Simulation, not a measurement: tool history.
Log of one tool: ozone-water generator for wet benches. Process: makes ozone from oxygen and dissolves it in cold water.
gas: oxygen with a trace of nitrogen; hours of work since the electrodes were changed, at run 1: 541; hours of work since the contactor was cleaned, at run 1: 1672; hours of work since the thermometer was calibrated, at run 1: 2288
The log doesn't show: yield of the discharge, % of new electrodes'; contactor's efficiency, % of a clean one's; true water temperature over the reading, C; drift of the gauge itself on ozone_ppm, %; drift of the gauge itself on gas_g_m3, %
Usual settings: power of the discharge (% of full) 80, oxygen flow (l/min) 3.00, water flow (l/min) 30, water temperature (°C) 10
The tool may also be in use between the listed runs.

run,hour,power of the discharge (% of full),oxygen flow (l/min),water flow (l/min),water temperature (°C),hours of work since the electrodes were changed,hours of work since the contactor was cleaned,hours of work since the thermometer was calibrated,dissolved ozone (ppm),ozone in the gas ahead of the water (g/m3)
1,0.0,80,3.00,30,10,541,1672,2288,8.8,173.6
2,177.2,80,3.00,30,10,708,1840,2455,8.8,171.4
3,341.5,80,3.00,30,10,864,1995,2611,8.7,169.9
# hour 398.4: water thermometer calibrated
4,484.3,80,3.00,30,10,998,2130,81,8.8,169.9
5,596.0,80,2.23,30,10,1104,2235,187,7.5,190.8
6,691.7,80,2.23,30,10,1194,2326,277,7.4,193.4
7,853.7,80,3.00,30,7,1348,2479,430,8.6,165.1
8,1007.8,80,3.00,30,7,1493,2624,576,8.6,167.1
9,1155.1,54,3.00,30,10,1633,2764,715,5.8,115.2
10,1307.0,54,3.00,30,10,1776,2907,859,6.0,115.9
# hour 1327.3: contactor cleaned
11,1430.2,80,3.00,30,10,1889,97,972,7.9,162.3
12,1534.2,80,3.00,30,10,1987,196,1070,7.7,161.5
13,1751.0,80,3.00,30,10,2192,401,1275,7.7,160.4
14,1885.5,48,3.00,25,10,2319,528,1402,6.3,102.2
# hour 2007.5: contactor cleaned, once more
15,2101.3,48,3.00,25,10,2519,89,1602,6.5,101.8
16,2234.3,48,3.00,25,10,2645,214,1728,6.7,100.7
17,2427.2,48,3.00,25,10,2828,397,1911,6.7,101.7
18,2535.7,48,3.00,25,10,2930,499,2013,6.5,100.3
19,2757.2,48,3.00,25,10,3140,709,2222,6.5,99.6
20,2948.4,80,3.00,19,10,3320,890,2403,13.3,151.2
21,3110.6,92,3.00,31,15,3474,1043,2557,8.1,166.4
# hour 3230.5: water thermometer calibrated
22,3230.5,83,4.81,38,7,3587,1156,0,7.1,125.4

Forecast run 23:
23,3373.9,56,4.41,21,6,3722,1291,136,?,?

{"run 23": {"dissolved ozone (ppm)": 10.1, "ozone in the gas ahead of the water (g/m3)": 94.2}}
Without the tool's hidden state the same run would have given dissolved ozone (ppm) 11.8, ozone in the gas ahead of the water (g/m3) 108.1.

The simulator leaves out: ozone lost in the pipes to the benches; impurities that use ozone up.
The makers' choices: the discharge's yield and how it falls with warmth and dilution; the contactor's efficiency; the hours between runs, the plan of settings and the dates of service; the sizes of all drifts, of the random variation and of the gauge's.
